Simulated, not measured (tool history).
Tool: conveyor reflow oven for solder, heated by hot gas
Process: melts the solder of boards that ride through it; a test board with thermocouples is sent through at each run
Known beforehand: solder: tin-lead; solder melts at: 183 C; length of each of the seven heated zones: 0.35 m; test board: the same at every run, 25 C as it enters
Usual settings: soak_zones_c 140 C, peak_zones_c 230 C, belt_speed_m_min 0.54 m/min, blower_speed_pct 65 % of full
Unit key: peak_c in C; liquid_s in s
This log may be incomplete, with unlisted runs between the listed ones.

Run 1, hour 0: usual settings. Result: peak_c 211.9 C, liquid_s 56.2 s.
Run 2, hour 36.4: usual settings. Result: peak_c 212 C, liquid_s 55.9 s.
Run 3, hour 66.8: usual settings. Result: peak_c 211.4 C, liquid_s 55.5 s.
Run 4, hour 101.1: usual settings. Result: peak_c 211.4 C, liquid_s 55.2 s.
Run 5, hour 121.9: usual settings. Result: peak_c 210.6 C, liquid_s 55 s.
Run 6, hour 139.4: usual settings. Result: peak_c 211.4 C, liquid_s 55.2 s.
Run 7, hour 164.6: usual settings. Result: peak_c 210.9 C, liquid_s 55.2 s.
Run 8, hour 183.4: usual settings. Result: peak_c 210.4 C, liquid_s 55.4 s.
Run 9, hour 205.6: usual settings but belt_speed_m_min 0.548 m/min. Result: peak_c 210.7 C, liquid_s 53.7 s.
Run 10, hour 237.8: usual settings but belt_speed_m_min 0.548 m/min. Result: peak_c 210.3 C, liquid_s 53.2 s.
At hour 255: thermocouples of zones 6 and 7 changed.
At hour 268.1: flux residue cleaned out of gas plates and filters.
Run 11, hour 273.9: usual settings. Result: peak_c 216 C, liquid_s 59.6 s.
Run 12, hour 293.2: usual settings. Result: peak_c 215.1 C, liquid_s 59.2 s.
Run 13, hour 310.4: usual settings but belt_speed_m_min 0.464 m/min. Result: peak_c 219.6 C, liquid_s 74.2 s.
Run 14, hour 333.3: usual settings but soak_zones_c 131 C. Result: peak_c 213.8 C, liquid_s 55.6 s.
Run 15, hour 354.6: usual settings but soak_zones_c 131 C. Result: peak_c 214.1 C, liquid_s 54.2 s.
Run 16, hour 388.4: usual settings but blower_speed_pct 66 % of full. Result: peak_c 215.2 C, liquid_s 60.3 s.
Run 17, hour 416.8: usual settings but soak_zones_c 130 C, peak_zones_c 224 C, belt_speed_m_min 0.477 m/min, blower_speed_pct 61 % of full. Result: peak_c 211.3 C, liquid_s 59.9 s.
Run 18, hour 442.4: usual settings but soak_zones_c 130 C, peak_zones_c 224 C, belt_speed_m_min 0.477 m/min, blower_speed_pct 61 % of full. Result: peak_c 209.8 C, liquid_s 59.6 s.
Run 19, hour 474.8: usual settings but soak_zones_c 130 C, peak_zones_c 224 C, belt_speed_m_min 0.477 m/min, blower_speed_pct 61 % of full. Result: peak_c 210.1 C, liquid_s 60.2 s.
Run 20, hour 501.7: usual settings but soak_zones_c 130 C, peak_zones_c 224 C, belt_speed_m_min 0.477 m/min, blower_speed_pct 61 % of full. Result: peak_c 210.9 C, liquid_s 59.9 s.
Run 21, hour 529.2: usual settings but peak_zones_c 222 C, belt_speed_m_min 0.563 m/min. Result: peak_c 207.1 C, liquid_s 48.6 s.
Run 22, hour 544.4: usual settings but peak_zones_c 245 C. Result: peak_c 226.9 C, liquid_s 69.1 s.

Run 23 is up next; what results do you expect?
Run 23, hour 560.1: usual settings but soak_zones_c 151 C, peak_zones_c 228 C. Result: peak_c ?, liquid_s ?.

{"run 23": {"peak_c": 213.9, "liquid_s": 62.9}}
The same run, on a tool lacking any hidden state, would have yielded peak_c 214.2 C, liquid_s 60.8 s.

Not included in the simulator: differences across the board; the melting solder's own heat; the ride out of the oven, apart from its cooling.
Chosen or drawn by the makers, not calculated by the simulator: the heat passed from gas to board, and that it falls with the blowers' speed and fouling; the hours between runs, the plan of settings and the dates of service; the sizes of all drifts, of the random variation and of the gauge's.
